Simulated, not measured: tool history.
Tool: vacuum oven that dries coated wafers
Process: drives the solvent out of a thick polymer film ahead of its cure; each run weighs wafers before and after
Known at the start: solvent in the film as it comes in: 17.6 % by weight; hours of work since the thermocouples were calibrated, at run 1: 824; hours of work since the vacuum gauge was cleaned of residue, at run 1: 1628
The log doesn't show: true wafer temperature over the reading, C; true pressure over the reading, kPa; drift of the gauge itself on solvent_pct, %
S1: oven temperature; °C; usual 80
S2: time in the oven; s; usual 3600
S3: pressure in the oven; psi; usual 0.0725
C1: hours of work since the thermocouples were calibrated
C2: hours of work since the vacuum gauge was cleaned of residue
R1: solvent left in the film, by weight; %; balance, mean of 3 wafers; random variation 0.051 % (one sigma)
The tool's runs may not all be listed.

run,hour,S1,S2,S3,C1,C2,R1
1,0,80,3600,0.0725,824,1628,1.04
2,112.6,80,3240,0.0725,895,1699,1.23
3,171.4,80,3240,0.0725,932,1736,1.17
4,289.4,80,3240,0.0725,1006,1810,1.19
5,355.5,80,3240,0.0725,1048,1852,1.17
6,458.3,80,3240,0.0725,1112,1917,1.16
# hour 487.8: oven's thermocouples calibrated
7,545.3,80,3240,0.0725,36,1970,1.26
8,652.6,80,3240,0.0725,104,2038,1.26
9,770.3,67,3600,0.0725,178,2112,3.92
10,862.3,80,1860,0.0725,236,2170,3.02
11,910.9,80,1860,0.0725,266,2200,3.04
12,1014,80,1860,0.0725,331,2265,3.02
13,1076.5,80,1860,0.0725,371,2305,3
14,1170.6,84,3600,0.0725,430,2364,0.83
15,1244,80,3600,0.0725,476,2410,1.2
16,1297.7,80,3600,0.0725,510,2444,1.13
17,1379.7,93,3600,0.0725,561,2495,0.59
18,1454.7,93,1980,0.0725,609,2543,0.65
19,1540.1,80,2340,0.0725,662,2596,2.18
20,1640.6,80,2340,0.0725,726,2660,2.17
21,1699.1,80,2340,0.0725,762,2696,2.15
22,1760,80,2340,0.0725,801,2735,2.14
# hour 1767: vacuum gauge cleaned of residue and calibrated
23,1864.5,80,2340,0.0725,866,61,2.25
24,1947.4,80,4260,0.1149,918,114,1.4
# hour 1978.5: vacuum gauge cleaned of residue and calibrated, once more
25,2030.1,80,4260,0.1149,969,32,0.69
26,2136.1,88,4260,0.1149,1036,99,0.38
27,2242.3,88,3900,0.1273,1103,166,0.49
# hour 2281.8: oven's thermocouples calibrated
28,2321.6,88,2760,0.1273,25,215,0.62
29,2405.2,93,4980,0.1661,78,267,0.5
30,2483.6,78,3120,0.1661,127,317,1.66
31,2567.4,89,2280,0.2203,180,369,1.05
32,2649.4,89,2280,0.2203,231,421,1.08
33,2711.5,82,4800,0.0814,271,460,0.41
34,2823.5,80,3600,0.069,341,531,0.79
35,2883.9,80,3600,0.1067,379,569,0.97
36,2977.1,78,2640,0.1424,438,627,2.14
37,3031.1,78,2640,0.1424,472,661,2.06
38,3098,89,2580,0.0725,514,703,0.46
39,3168.2,80,3060,0.0725,558,748,1.09
40,3227.4,75,3600,0.0725,595,785,1.51
41,3343.2,68,3900,0.0701,668,858,2.8
42,3460.8,80,5460,0.0508,742,932,0.46
43,3524,71,2520,0.1836,782,972,4.28
44,3612.4,71,2520,0.1836,838,1027,4.42
45,3683.8,80,2040,0.2741,883,1072,3.01
46,3782.9,80,3840,0.1951,945,1134,1.27

The same runs without the tool's hidden state, with the same run-to-run variation:
run,R1
1,0.8
2,0.99
3,0.94
4,0.94
5,0.93
6,0.91
7,0.89
8,0.89
9,3.38
10,2.71
11,2.74
12,2.72
13,2.7
14,0.47
15,0.79
16,0.72
17,0.31
18,0.4
19,1.86
20,1.84
21,1.83
22,1.82
23,1.78
24,0.76
25,0.75
26,0.38
27,0.5
28,0.6
29,0.47
30,1.63
31,1.03
32,1.05
33,0.33
34,0.72
35,0.9
36,2.13
37,2.05
38,0.4
39,1.03
40,1.45
41,2.76
42,0.3
43,4.33
44,4.48
45,3.07
46,1.15
